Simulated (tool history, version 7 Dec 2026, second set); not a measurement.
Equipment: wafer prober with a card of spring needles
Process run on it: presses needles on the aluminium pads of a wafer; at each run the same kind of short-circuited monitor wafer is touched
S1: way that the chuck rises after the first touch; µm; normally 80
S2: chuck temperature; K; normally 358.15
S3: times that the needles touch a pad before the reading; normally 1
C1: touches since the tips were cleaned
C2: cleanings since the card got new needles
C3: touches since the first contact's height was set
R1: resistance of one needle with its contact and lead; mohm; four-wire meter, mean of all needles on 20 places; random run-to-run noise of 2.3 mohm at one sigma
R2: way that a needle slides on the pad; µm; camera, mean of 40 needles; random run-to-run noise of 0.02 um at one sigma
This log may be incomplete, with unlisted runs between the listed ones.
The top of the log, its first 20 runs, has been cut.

{"hour": 128.6, "done": "tips cleaned on abrasive film"}
{"run": 21, "hour": 134.3, "S1": 76, "S2": 341.15, "S3": 2, "C1": 2993, "C2": 50, "C3": 12160, "R1": 279, "R2": 9.55}
{"hour": 135.0, "done": "tips cleaned on abrasive film"}
{"hour": 141.3, "done": "tips cleaned on abrasive film"}
{"run": 22, "hour": 142.2, "S1": 80, "S2": 393.15, "S3": 2, "C1": 461, "C2": 52, "C3": 16222, "R1": 276, "R2": 10.03}
{"hour": 147.4, "done": "tips cleaned on abrasive film"}
{"run": 23, "hour": 151.4, "S1": 80, "S2": 393.15, "S3": 2, "C1": 2132, "C2": 53, "C3": 21054, "R1": 286, "R2": 10.01}
{"hour": 153.9, "done": "tips cleaned on abrasive film"}
{"run": 24, "hour": 156.4, "S1": 80, "S2": 328.15, "S3": 1, "C1": 1321, "C2": 54, "C3": 23615, "R1": 273, "R2": 9.99}
{"hour": 159.9, "done": "tips cleaned on abrasive film"}
{"run": 25, "hour": 165.3, "S1": 80, "S2": 328.15, "S3": 1, "C1": 2892, "C2": 55, "C3": 28299, "R1": 283, "R2": 10}
{"hour": 166.0, "done": "tips cleaned on abrasive film"}
{"hour": 172.2, "done": "tips cleaned on abrasive film"}
{"run": 26, "hour": 174.2, "S1": 83, "S2": 364.15, "S3": 1, "C1": 1103, "C2": 57, "C3": 32892, "R1": 277, "R2": 10.36}
{"hour": 178.4, "done": "tips cleaned on abrasive film"}
{"run": 27, "hour": 182.7, "S1": 83, "S2": 364.15, "S3": 1, "C1": 2229, "C2": 58, "C3": 37281, "R1": 286, "R2": 10.38}
{"hour": 184.8, "done": "tips cleaned on abrasive film"}
{"run": 28, "hour": 189.7, "S1": 94, "S2": 358.15, "S3": 2, "C1": 2601, "C2": 59, "C3": 40966, "R1": 272, "R2": 11.7}
{"hour": 191.3, "done": "tips cleaned on abrasive film"}
{"run": 29, "hour": 196.7, "S1": 94, "S2": 328.15, "S3": 2, "C1": 2824, "C2": 60, "C3": 44562, "R1": 268, "R2": 11.73}
{"hour": 197.6, "done": "tips cleaned on abrasive film"}
{"hour": 203.9, "done": "tips cleaned on abrasive film"}
{"run": 30, "hour": 205.3, "S1": 95, "S2": 328.15, "S3": 2, "C1": 726, "C2": 62, "C3": 49014, "R1": 263, "R2": 11.83}
{"hour": 210.4, "done": "tips cleaned on abrasive film"}
{"run": 31, "hour": 213.1, "S1": 95, "S2": 328.15, "S3": 2, "C1": 1433, "C2": 63, "C3": 53088, "R1": 259, "R2": 11.78}
{"hour": 216.9, "done": "tips cleaned on abrasive film"}
{"run": 32, "hour": 220.8, "S1": 94, "S2": 344.15, "S3": 1, "C1": 2063, "C2": 64, "C3": 57107, "R1": 280, "R2": 11.65}

Alternative continuations, all from the tool just after run 32; predict every row:
{"hour": 223.2, "done": "tips cleaned on abrasive film"}
{"run": "A", "hour": 226.8, "S1": 79, "S2": 309.15, "S3": 2, "C1": 1872, "C2": 65, "C3": 60198, "R1": "?", "R2": "?"}
{"hour": 223.2, "done": "tips cleaned on abrasive film"}
{"run": "B", "hour": 226.8, "S1": 66, "S2": 304.15, "S3": 2, "C1": 1872, "C2": 65, "C3": 60198, "R1": "?", "R2": "?"}
{"hour": 223.2, "done": "tips cleaned on abrasive film"}
{"run": "C", "hour": 226.8, "S1": 99, "S2": 344.15, "S3": 1, "C1": 1872, "C2": 65, "C3": 60198, "R1": "?", "R2": "?"}
{"hour": 223.2, "done": "tips cleaned on abrasive film"}
{"run": "D", "hour": 226.8, "S1": 73, "S2": 361.15, "S3": 2, "C1": 1872, "C2": 65, "C3": 60198, "R1": "?", "R2": "?"}

run=A R1=265 R2=9.78
run=B R1=267 R2=8.14
run=C R1=275 R2=12.31
run=D R1=282 R2=9.01
Had the tool no hidden state, the same runs would have come out as:
run=A R1=250 R2=9.93
run=B R1=247 R2=8.29
run=C R1=260 R2=12.46
run=D R1=266 R2=9.17

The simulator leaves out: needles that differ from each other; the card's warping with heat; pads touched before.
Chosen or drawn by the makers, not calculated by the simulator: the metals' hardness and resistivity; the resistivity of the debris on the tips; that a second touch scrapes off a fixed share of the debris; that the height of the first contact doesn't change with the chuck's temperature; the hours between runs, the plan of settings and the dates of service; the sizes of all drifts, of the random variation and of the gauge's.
